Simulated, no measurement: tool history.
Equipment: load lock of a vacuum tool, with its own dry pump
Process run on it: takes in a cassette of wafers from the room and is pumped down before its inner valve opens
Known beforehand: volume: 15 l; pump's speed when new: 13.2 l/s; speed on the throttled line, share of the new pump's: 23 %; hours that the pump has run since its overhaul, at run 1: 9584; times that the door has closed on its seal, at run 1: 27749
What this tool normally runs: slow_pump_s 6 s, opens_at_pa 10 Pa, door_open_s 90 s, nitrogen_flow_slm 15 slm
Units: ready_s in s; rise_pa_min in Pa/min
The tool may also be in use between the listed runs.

run	hour	slow_pump_s	opens_at_pa	door_open_s	nitrogen_flow_slm	hours that the pump has run since its overhaul	times that the door has closed on its seal	incoming humidity of the room's air, %	ready_s	rise_pa_min
1	0.0	6	10	90	15	9584	27749	42.2	16.0	0.265
2	235.5	6	10	90	15	9819	28602	45.8	16.1	0.276
3	453.3	6	10	90	15	10037	29390	45.7	16.4	0.298
4	676.1	6	10	90	15	10260	30197	43.7	16.2	0.297
5	838.4	6	10	90	15	10422	30785	48.2	16.4	0.307
6	1048.8	6	10	90	15	10633	31547	44.7	16.5	0.315
7	1256.9	6	7	90	15	10841	32300	45.9	16.8	0.335
8	1423.9	6	10	90	15	11008	32905	44.2	16.0	0.332
9	1587.5	6	10	90	15	11171	33498	43.5	16.1	0.337
10	1711.1	6	10	90	15	11295	33945	46.8	16.5	0.352
11	1886.3	6	10	90	15	11470	34580	48.4	16.2	0.357
# hour 1970.0: dry pump taken out, an overhauled one fitted
12	2047.8	6	10	90	15	78	35143	43.4	15.2	0.352
13	2184.7	6	10	90	15	215	35639	45.1	15.0	0.368
14	2417.9	6	10	90	15	448	36483	41.6	15.3	0.375
15	2634.5	6	10	90	15	664	37268	44.2	15.1	0.392
16	2794.8	6	13	90	15	825	37848	47.2	15.0	0.405
17	3025.4	6	13	90	15	1055	38683	48.1	15.2	0.413
18	3187.7	6	13	90	15	1218	39271	47.3	15.0	0.418
19	3298.2	6	10	90	15	1328	39671	47.2	15.2	0.421
20	3508.3	6	10	90	15	1538	40432	43.5	15.5	0.439
21	3737.5	6	10	161	42	1767	41262	46.7	15.3	0.448
22	3840.2	6	10	100	15	1870	41634	43.1	15.4	0.453
23	3961.7	11	10	44	10	1992	42074	39.9	19.2	0.435
24	4115.1	3	10	42	10	2145	42629	42.5	13.1	0.452
# hour 4170.9: door's seal changed, seat wiped
25	4229.8	6	10	145	19	2258	213	43.1	15.3	0.082
26	4372.2	4	8	161	19	2401	729	44.1	14.3	0.093
27	4566.6	4	15	42	22	2595	1433	42.1	13.5	0.042

The next listed run, before its measurement:
28	4786.8	5	12	90	7	2815	2231	46.5	?	?

ready_s: 14.6 s
rise_pa_min: 0.097 Pa/min
On a tool with no hidden condition, and with the same random variation, this run would have come out at ready_s 14.3 s, rise_pa_min 0.085 Pa/min.

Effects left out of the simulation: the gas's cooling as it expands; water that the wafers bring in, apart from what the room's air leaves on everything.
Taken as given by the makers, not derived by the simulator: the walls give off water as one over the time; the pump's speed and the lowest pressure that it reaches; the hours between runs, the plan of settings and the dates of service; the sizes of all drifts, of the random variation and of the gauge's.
